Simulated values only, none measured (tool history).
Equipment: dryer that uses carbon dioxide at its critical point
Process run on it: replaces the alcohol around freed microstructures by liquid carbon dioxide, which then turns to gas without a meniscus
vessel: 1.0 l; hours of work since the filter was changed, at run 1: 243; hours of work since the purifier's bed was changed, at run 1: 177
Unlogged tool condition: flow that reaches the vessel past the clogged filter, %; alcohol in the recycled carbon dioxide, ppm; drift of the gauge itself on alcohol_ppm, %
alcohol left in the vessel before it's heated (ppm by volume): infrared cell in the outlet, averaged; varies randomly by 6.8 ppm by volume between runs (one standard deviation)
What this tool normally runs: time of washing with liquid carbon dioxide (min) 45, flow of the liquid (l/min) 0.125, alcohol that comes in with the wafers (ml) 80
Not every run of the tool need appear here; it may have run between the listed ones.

run,hour,time of washing with liquid carbon dioxide (min),flow of the liquid (l/min),alcohol that comes in with the wafers (ml),hours of work since the filter was changed,hours of work since the purifier's bed was changed,alcohol left in the vessel before it's heated (ppm by volume)
1,0,45,0.125,80,243,177,597
2,10.3,45,0.125,80,250,184,613
3,20.6,45,0.125,80,257,191,646
4,27.9,45,0.125,80,262,196,618
5,35,45,0.125,55,267,201,455
6,41,45,0.125,80,271,205,644
7,52.2,45,0.125,80,278,212,649
8,58.6,45,0.125,80,283,217,654
9,64.5,45,0.166,80,287,221,157
10,70.7,45,0.166,80,291,225,161
11,84,45,0.125,100,300,234,885
12,97.1,45,0.125,100,309,243,869
# hour 104.2: inlet filter changed
13,107.6,45,0.125,100,2,249,441
14,113.9,45,0.125,100,7,254,438
15,125,45,0.125,80,14,261,362
16,135,58,0.162,80,21,268,61
17,147.2,43,0.158,107,29,276,187
18,158.3,43,0.158,107,37,284,178
19,169.4,45,0.125,108,44,291,514
20,180.3,45,0.125,108,52,299,528
21,188.3,32,0.091,55,57,304,3540
22,200.3,32,0.091,55,65,312,3600
23,206.7,52,0.134,29,70,316,109
24,213.1,47,0.125,64,74,321,300
25,222.2,41,0.176,41,80,327,102
26,234.4,41,0.176,41,88,335,109
27,247.8,45,0.125,68,97,344,394
28,261.4,45,0.125,68,107,354,401
29,275.3,43,0.125,68,116,363,510
30,283.3,71,0.125,51,121,368,93

Predict each of these 4 candidate next runs independently; none follows another, all start after run 30:
A,292.4,55,0.125,83,128,375,?
B,292.4,38,0.125,51,128,375,?
C,292.4,38,0.125,33,128,375,?
D,292.4,42,0.198,30,128,375,?

run,alcohol left in the vessel before it's heated (ppm by volume)
A,209
B,688
C,461
D,81
Had the tool no hidden state, the same runs would have come out as:
run,alcohol left in the vessel before it's heated (ppm by volume)
A,95
B,473
C,300
D,8

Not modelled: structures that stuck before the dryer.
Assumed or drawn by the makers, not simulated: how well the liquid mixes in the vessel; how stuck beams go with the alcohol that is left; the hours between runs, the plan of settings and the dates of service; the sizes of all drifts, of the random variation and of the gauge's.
